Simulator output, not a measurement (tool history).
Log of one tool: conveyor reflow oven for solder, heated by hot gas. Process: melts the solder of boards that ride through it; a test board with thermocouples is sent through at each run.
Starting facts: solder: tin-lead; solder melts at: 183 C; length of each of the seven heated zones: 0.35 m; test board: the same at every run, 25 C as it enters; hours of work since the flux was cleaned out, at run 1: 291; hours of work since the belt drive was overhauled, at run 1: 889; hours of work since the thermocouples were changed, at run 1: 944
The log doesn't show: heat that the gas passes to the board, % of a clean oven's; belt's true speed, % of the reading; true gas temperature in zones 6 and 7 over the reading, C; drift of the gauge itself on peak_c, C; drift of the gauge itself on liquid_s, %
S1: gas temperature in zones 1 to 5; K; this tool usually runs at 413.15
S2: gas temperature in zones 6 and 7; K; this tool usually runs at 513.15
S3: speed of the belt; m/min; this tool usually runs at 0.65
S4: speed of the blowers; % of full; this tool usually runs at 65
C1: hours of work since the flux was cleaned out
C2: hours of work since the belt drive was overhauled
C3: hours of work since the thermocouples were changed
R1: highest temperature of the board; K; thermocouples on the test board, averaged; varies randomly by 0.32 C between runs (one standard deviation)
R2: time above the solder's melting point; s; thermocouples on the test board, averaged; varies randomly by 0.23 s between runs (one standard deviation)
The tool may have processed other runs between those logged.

Run 1, hour 0: usual settings; C1 291; C2 889; C3 944. Result: R1 497.35 K, R2 54.3 s.
Run 2, hour 52.2: usual settings; C1 330; C2 928; C3 983. Result: R1 497.65 K, R2 54.5 s.
Run 3, hour 89: usual settings; C1 357; C2 955; C3 1010. Result: R1 497.45 K, R2 54.5 s.
Run 4, hour 125.5: usual settings; C1 384; C2 982; C3 1038. Result: R1 497.15 K, R2 54.1 s.
Run 5, hour 166.8: usual settings; C1 415; C2 1013; C3 1068. Result: R1 497.65 K, R2 54.2 s.
Run 6, hour 209.4: usual settings; C1 447; C2 1045; C3 1100. Result: R1 497.25 K, R2 53.9 s.
At hour 257.3: flux residue cleaned out of gas plates and filters.
Run 7, hour 269.2: usual settings; C1 9; C2 1086; C3 1141. Result: R1 495.35 K, R2 53.2 s.
Run 8, hour 296.9: usual settings but S2 510.15 K, S3 0.559 m/min; C1 30; C2 1106; C3 1162. Result: R1 497.75 K, R2 64.2 s.
Run 9, hour 339.4: usual settings but S1 409.15 K, S2 510.15 K, S3 0.677 m/min; C1 61; C2 1138; C3 1193. Result: R1 489.65 K, R2 46 s.
At hour 359: flux residue cleaned out of gas plates and filters, once more.
Run 10, hour 393.4: usual settings but S1 408.15 K, S2 514.15 K, S3 0.7 m/min, S4 66 % of full; C1 26; C2 1175; C3 1230. Result: R1 498.65 K, R2 49.8 s.
Run 11, hour 424.7: usual settings but S1 419.15 K, S2 520.15 K, S3 0.686 m/min, S4 64 % of full; C1 49; C2 1198; C3 1253. Result: R1 506.35 K, R2 57.7 s.
Run 12, hour 449.1: usual settings but S1 411.15 K, S2 525.15 K, S3 0.687 m/min, S4 79 % of full; C1 67; C2 1216; C3 1272. Result: R1 512.65 K, R2 57.7 s.
Run 13, hour 495: usual settings but S1 411.15 K, S2 525.15 K, S3 0.687 m/min, S4 79 % of full; C1 101; C2 1250; C3 1306. Result: R1 512.55 K, R2 57.9 s.

Forecast each of these 4 alternatives for the next run:
Run A, hour 529.1: usual settings but S1 399.15 K, S3 0.665 m/min; C1 127; C2 1276; C3 1331. Result: R1 ?, R2 ?.
Run B, hour 529.1: usual settings but S1 399.15 K, S2 517.15 K, S4 62 % of full; C1 127; C2 1276; C3 1331. Result: R1 ?, R2 ?.
Run C, hour 529.1: usual settings but S1 411.15 K, S2 511.15 K, S3 0.687 m/min, S4 82 % of full; C1 127; C2 1276; C3 1331. Result: R1 ?, R2 ?.
Run D, hour 529.1: usual settings but S1 418.15 K, S3 0.622 m/min, S4 54 % of full; C1 127; C2 1276; C3 1331. Result: R1 ?, R2 ?.

run      R1    R2
  A  497.35  49.4
  B  500.75  52.8
  C  500.05    53
  D  500.55  60.7
With the hidden condition removed and each run's random variation left untouched, the same runs would have given:
run      R1    R2
  A  493.55  45.6
  B  496.95  49.1
  C  496.55  49.6
  D  496.75  56.6
